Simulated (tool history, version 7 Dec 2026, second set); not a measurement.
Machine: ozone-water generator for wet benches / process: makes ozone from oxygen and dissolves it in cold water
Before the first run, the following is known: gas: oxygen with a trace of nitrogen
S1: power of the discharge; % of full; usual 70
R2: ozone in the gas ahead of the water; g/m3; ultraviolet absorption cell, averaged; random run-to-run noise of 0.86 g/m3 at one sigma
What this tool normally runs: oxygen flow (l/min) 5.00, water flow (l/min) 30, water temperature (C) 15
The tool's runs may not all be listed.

run 1 hour=0.0 | S1=70 oxygen_flow_(l/min)=5.00 water_flow_(l/min)=30 water_temperature_(C)=15 | dissolved_ozone_(ppm)=11.1 R2=140.1
run 2 hour=70.0 | S1=70 oxygen_flow_(l/min)=5.00 water_flow_(l/min)=29 water_temperature_(C)=15 | dissolved_ozone_(ppm)=11.5 R2=140.1
run 3 hour=158.4 | S1=70 oxygen_flow_(l/min)=5.00 water_flow_(l/min)=29 water_temperature_(C)=15 | dissolved_ozone_(ppm)=11.6 R2=139.1
run 4 hour=237.5 | S1=70 oxygen_flow_(l/min)=5.00 water_flow_(l/min)=29 water_temperature_(C)=15 | dissolved_ozone_(ppm)=11.6 R2=138.7
run 5 hour=286.6 | S1=70 oxygen_flow_(l/min)=5.00 water_flow_(l/min)=29 water_temperature_(C)=15 | dissolved_ozone_(ppm)=11.4 R2=138.5
run 6 hour=352.1 | S1=70 oxygen_flow_(l/min)=5.00 water_flow_(l/min)=29 water_temperature_(C)=15 | dissolved_ozone_(ppm)=11.5 R2=137.8
run 7 hour=441.6 | S1=70 oxygen_flow_(l/min)=5.00 water_flow_(l/min)=29 water_temperature_(C)=15 | dissolved_ozone_(ppm)=11.1 R2=138.5
run 8 hour=502.0 | S1=70 oxygen_flow_(l/min)=5.00 water_flow_(l/min)=30 water_temperature_(C)=23 | dissolved_ozone_(ppm)=10.2 R2=138.7
run 9 hour=610.0 | S1=70 oxygen_flow_(l/min)=5.00 water_flow_(l/min)=30 water_temperature_(C)=15 | dissolved_ozone_(ppm)=11.1 R2=138.5
run 10 hour=729.3 | S1=70 oxygen_flow_(l/min)=5.00 water_flow_(l/min)=30 water_temperature_(C)=15 | dissolved_ozone_(ppm)=10.8 R2=139.2
run 11 hour=844.3 | S1=70 oxygen_flow_(l/min)=5.00 water_flow_(l/min)=30 water_temperature_(C)=15 | dissolved_ozone_(ppm)=11.0 R2=137.4
run 12 hour=909.1 | S1=70 oxygen_flow_(l/min)=5.00 water_flow_(l/min)=30 water_temperature_(C)=15 | dissolved_ozone_(ppm)=10.9 R2=136.8
run 13 hour=1022.4 | S1=70 oxygen_flow_(l/min)=6.73 water_flow_(l/min)=30 water_temperature_(C)=15 | dissolved_ozone_(ppm)=11.2 R2=116.2
run 14 hour=1080.1 | S1=70 oxygen_flow_(l/min)=6.73 water_flow_(l/min)=30 water_temperature_(C)=15 | dissolved_ozone_(ppm)=11.2 R2=115.4
run 15 hour=1175.9 | S1=70 oxygen_flow_(l/min)=6.73 water_flow_(l/min)=28 water_temperature_(C)=15 | dissolved_ozone_(ppm)=11.9 R2=113.5
run 16 hour=1244.5 | S1=70 oxygen_flow_(l/min)=6.73 water_flow_(l/min)=28 water_temperature_(C)=15 | dissolved_ozone_(ppm)=11.9 R2=114.0
run 17 hour=1347.3 | S1=92 oxygen_flow_(l/min)=5.00 water_flow_(l/min)=30 water_temperature_(C)=9 | dissolved_ozone_(ppm)=13.6 R2=162.1
run 18 hour=1412.8 | S1=92 oxygen_flow_(l/min)=5.63 water_flow_(l/min)=21 water_temperature_(C)=17 | dissolved_ozone_(ppm)=17.8 R2=150.2
run 19 hour=1521.9 | S1=70 oxygen_flow_(l/min)=5.00 water_flow_(l/min)=22 water_temperature_(C)=15 | dissolved_ozone_(ppm)=14.8 R2=136.0
run 20 hour=1630.3 | S1=55 oxygen_flow_(l/min)=3.10 water_flow_(l/min)=30 water_temperature_(C)=13 | dissolved_ozone_(ppm)=8.8 R2=157.2
run 21 hour=1730.8 | S1=76 oxygen_flow_(l/min)=5.00 water_flow_(l/min)=32 water_temperature_(C)=15 | dissolved_ozone_(ppm)=10.6 R2=143.1
run 22 hour=1816.1 | S1=76 oxygen_flow_(l/min)=5.00 water_flow_(l/min)=32 water_temperature_(C)=20 | dissolved_ozone_(ppm)=10.1 R2=143.8
run 23 hour=1902.3 | S1=76 oxygen_flow_(l/min)=5.00 water_flow_(l/min)=32 water_temperature_(C)=20 | dissolved_ozone_(ppm)=10.0 R2=142.8
run 24 hour=1973.2 | S1=70 oxygen_flow_(l/min)=5.00 water_flow_(l/min)=29 water_temperature_(C)=12 | dissolved_ozone_(ppm)=11.6 R2=136.6
run 25 hour=2089.5 | S1=90 oxygen_flow_(l/min)=5.26 water_flow_(l/min)=26 water_temperature_(C)=12 | dissolved_ozone_(ppm)=15.1 R2=153.2
run 26 hour=2209.7 | S1=90 oxygen_flow_(l/min)=5.26 water_flow_(l/min)=26 water_temperature_(C)=12 | dissolved_ozone_(ppm)=14.9 R2=151.4
run 27 hour=2260.0 | S1=90 oxygen_flow_(l/min)=5.26 water_flow_(l/min)=26 water_temperature_(C)=12 | dissolved_ozone_(ppm)=15.1 R2=153.7
run 28 hour=2355.0 | S1=70 oxygen_flow_(l/min)=8.05 water_flow_(l/min)=30 water_temperature_(C)=15 | dissolved_ozone_(ppm)=10.9 R2=100.7
run 29 hour=2423.3 | S1=70 oxygen_flow_(l/min)=5.00 water_flow_(l/min)=24 water_temperature_(C)=9 | dissolved_ozone_(ppm)=14.1 R2=134.4
run 30 hour=2534.3 | S1=70 oxygen_flow_(l/min)=8.38 water_flow_(l/min)=30 water_temperature_(C)=15 | dissolved_ozone_(ppm)=10.9 R2=98.8
run 31 hour=2603.8 | S1=50 oxygen_flow_(l/min)=8.38 water_flow_(l/min)=25 water_temperature_(C)=20 | dissolved_ozone_(ppm)=9.4 R2=81.4
run 32 hour=2663.5 | S1=84 oxygen_flow_(l/min)=3.59 water_flow_(l/min)=28 water_temperature_(C)=19 | dissolved_ozone_(ppm)=11.9 R2=184.2

Measured minus without-hidden-state, run by run (identical run-to-run variation in each term; gauge scatter may differ):
What the log doesn't record here: yield of the discharge, % of new electrodes'; contactor's efficiency, % of a clean one's; true water temperature over the reading, C; drift of the gauge itself on ozone_ppm, %; drift of the gauge itself on gas_g_m3, %.
run=1 dissolved_ozone_(ppm)=-0.3 R2=-1.7
run=2 dissolved_ozone_(ppm)=-0.3 R2=-1.8
run=3 dissolved_ozone_(ppm)=-0.3 R2=-1.9
run=4 dissolved_ozone_(ppm)=-0.4 R2=-2.0
run=5 dissolved_ozone_(ppm)=-0.4 R2=-2.1
run=6 dissolved_ozone_(ppm)=-0.4 R2=-2.2
run=7 dissolved_ozone_(ppm)=-0.4 R2=-2.3
run=8 dissolved_ozone_(ppm)=-0.4 R2=-2.4
run=9 dissolved_ozone_(ppm)=-0.4 R2=-2.6
run=10 dissolved_ozone_(ppm)=-0.5 R2=-2.7
run=11 dissolved_ozone_(ppm)=-0.5 R2=-2.9
run=12 dissolved_ozone_(ppm)=-0.5 R2=-3.0
run=13 dissolved_ozone_(ppm)=-0.5 R2=-2.7
run=14 dissolved_ozone_(ppm)=-0.5 R2=-2.7
run=15 dissolved_ozone_(ppm)=-0.6 R2=-2.8
run=16 dissolved_ozone_(ppm)=-0.6 R2=-2.9
run=17 dissolved_ozone_(ppm)=-0.8 R2=-5.0
run=18 dissolved_ozone_(ppm)=-1.0 R2=-4.8
run=19 dissolved_ozone_(ppm)=-0.8 R2=-3.8
run=20 dissolved_ozone_(ppm)=-0.4 R2=-3.9
run=21 dissolved_ozone_(ppm)=-0.6 R2=-4.6
run=22 dissolved_ozone_(ppm)=-0.6 R2=-4.7
run=23 dissolved_ozone_(ppm)=-0.7 R2=-4.8
run=24 dissolved_ozone_(ppm)=-0.8 R2=-4.4
run=25 dissolved_ozone_(ppm)=-1.0 R2=-6.0
run=26 dissolved_ozone_(ppm)=-1.1 R2=-6.1
run=27 dissolved_ozone_(ppm)=-1.1 R2=-6.3
run=28 dissolved_ozone_(ppm)=-0.8 R2=-3.8
run=29 dissolved_ozone_(ppm)=-1.0 R2=-5.1
run=30 dissolved_ozone_(ppm)=-0.9 R2=-3.8
run=31 dissolved_ozone_(ppm)=-0.6 R2=-2.6
run=32 dissolved_ozone_(ppm)=-0.9 R2=-8.2

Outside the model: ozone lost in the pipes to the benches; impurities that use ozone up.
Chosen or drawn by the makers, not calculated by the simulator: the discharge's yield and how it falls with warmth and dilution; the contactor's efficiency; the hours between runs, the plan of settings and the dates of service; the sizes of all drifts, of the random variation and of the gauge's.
